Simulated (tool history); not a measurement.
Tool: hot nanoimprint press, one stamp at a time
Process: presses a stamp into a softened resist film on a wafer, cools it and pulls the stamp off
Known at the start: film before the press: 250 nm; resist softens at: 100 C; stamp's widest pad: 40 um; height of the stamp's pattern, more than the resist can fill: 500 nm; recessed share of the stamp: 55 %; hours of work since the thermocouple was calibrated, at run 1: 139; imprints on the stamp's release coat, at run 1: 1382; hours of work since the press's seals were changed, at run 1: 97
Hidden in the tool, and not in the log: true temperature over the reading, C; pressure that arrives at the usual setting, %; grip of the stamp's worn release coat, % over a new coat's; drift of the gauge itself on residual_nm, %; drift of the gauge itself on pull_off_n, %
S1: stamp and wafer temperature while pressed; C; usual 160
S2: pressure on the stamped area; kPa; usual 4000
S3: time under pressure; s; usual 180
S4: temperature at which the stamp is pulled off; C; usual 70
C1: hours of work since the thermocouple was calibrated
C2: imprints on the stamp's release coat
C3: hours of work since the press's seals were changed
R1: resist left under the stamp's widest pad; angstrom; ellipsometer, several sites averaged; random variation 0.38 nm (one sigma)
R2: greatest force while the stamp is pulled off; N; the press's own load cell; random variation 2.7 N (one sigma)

run,hour,S1,S2,S3,S4,C1,C2,C3,R1,R2
1,0.0,160,4000,180,70,139,1382,97,1300,163
2,9.7,160,4000,180,70,145,1424,104,1303,172
3,18.8,160,4000,180,70,151,1463,110,1305,171
4,30.4,160,4000,180,70,159,1514,117,1303,182
5,40.1,160,4000,180,70,165,1556,124,1306,173
6,50.6,160,4000,180,70,172,1602,131,1311,176
7,59.4,160,4000,180,70,178,1640,137,1306,182
8,64.4,160,4000,180,70,182,1662,140,1311,179
# hour 71.3: stamp cleaned and given a new release coat
9,81.6,160,4000,180,70,189,45,148,1311,124
10,92.1,160,4000,180,70,196,90,155,1310,127
11,103.0,160,4000,180,70,203,138,162,1313,127
12,111.8,160,4000,180,70,209,176,168,1309,130
13,117.9,160,4000,316,70,213,203,172,1054,131
14,127.5,160,4000,316,70,220,244,178,1056,125
15,136.3,160,4000,316,70,226,283,184,1055,135

Forecast run 16:
16,147.4,160,4000,316,70,233,331,191,?,?

Run 16 gave R1 1059 angstrom, R2 134 N.
Without the tool's hidden state the same run would have given R1 1008 angstrom, R2 122 N.

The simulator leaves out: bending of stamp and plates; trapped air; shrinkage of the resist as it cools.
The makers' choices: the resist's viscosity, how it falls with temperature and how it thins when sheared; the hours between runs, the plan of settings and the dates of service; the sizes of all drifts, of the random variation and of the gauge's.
